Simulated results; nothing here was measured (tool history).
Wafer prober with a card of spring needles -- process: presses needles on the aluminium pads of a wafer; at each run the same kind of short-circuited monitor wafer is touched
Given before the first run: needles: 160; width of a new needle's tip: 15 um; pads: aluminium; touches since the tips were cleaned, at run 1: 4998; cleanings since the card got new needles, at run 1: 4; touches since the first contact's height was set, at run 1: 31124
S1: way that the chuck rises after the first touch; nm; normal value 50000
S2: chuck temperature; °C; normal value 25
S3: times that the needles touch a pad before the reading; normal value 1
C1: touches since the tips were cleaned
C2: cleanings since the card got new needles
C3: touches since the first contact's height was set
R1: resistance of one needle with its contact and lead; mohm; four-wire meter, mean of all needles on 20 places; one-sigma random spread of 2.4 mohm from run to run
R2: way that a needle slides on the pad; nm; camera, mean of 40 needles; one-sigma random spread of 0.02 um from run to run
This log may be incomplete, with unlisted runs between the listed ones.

run,hour,S1,S2,S3,C1,C2,C3,R1,R2
1,0.0,50000,25,1,4998,4,31124,274,12880
# hour 3.5: tips cleaned on abrasive film
# hour 19.5: tips cleaned on abrasive film
# hour 36.0: tips cleaned on abrasive film
# hour 52.5: tips cleaned on abrasive film
2,55.3,50000,25,1,1244,8,55291,273,12860
# hour 68.8: tips cleaned on abrasive film
# hour 85.9: tips cleaned on abrasive film
# hour 101.8: tips cleaned on abrasive film
3,107.7,50000,30,1,2608,11,78223,276,12860
# hour 117.5: tips cleaned on abrasive film
# hour 133.6: tips cleaned on abrasive film
# hour 150.1: tips cleaned on abrasive film
4,154.7,50000,30,1,2031,14,98745,274,12840
# hour 164.7: tips cleaned on abrasive film
# hour 178.5: tips cleaned on abrasive film
# hour 178.8: height of the first contact set anew
# hour 192.7: tips cleaned on abrasive film
5,192.7,50000,30,1,0,17,6075,274,12860
# hour 209.2: tips cleaned on abrasive film
# hour 225.7: tips cleaned on abrasive film
# hour 242.9: tips cleaned on abrasive film
6,253.5,50000,66,1,4699,20,32708,285,12850
# hour 257.1: tips cleaned on abrasive film
# hour 273.5: tips cleaned on abrasive film
# hour 289.0: tips cleaned on abrasive film
7,289.0,50000,75,1,0,23,48197,287,12800
# hour 306.2: tips cleaned on abrasive film
# hour 321.8: tips cleaned on abrasive film
# hour 338.3: tips cleaned on abrasive film
8,344.9,37000,25,1,2910,26,72648,280,9470
# hour 355.2: tips cleaned on abrasive film
# hour 372.1: tips cleaned on abrasive film
# hour 385.9: tips cleaned on abrasive film
# hour 401.9: tips cleaned on abrasive film
9,407.8,49000,25,1,2595,30,100136,273,12580

For run 10, what comes out?
# hour 418.1: tips cleaned on abrasive film
# hour 428.7: height of the first contact set anew
# hour 434.9: tips cleaned on abrasive film
# hour 451.9: tips cleaned on abrasive film
# hour 466.0: tips cleaned on abrasive film
10,466.0,49000,75,1,0,34,16305,?,?

{"run 10": {"R1": 296, "R2": 12560}}
With the hidden condition absent and the run-to-run variation left alone, this run would have shown R1 296 mohm, R2 12630 nm.
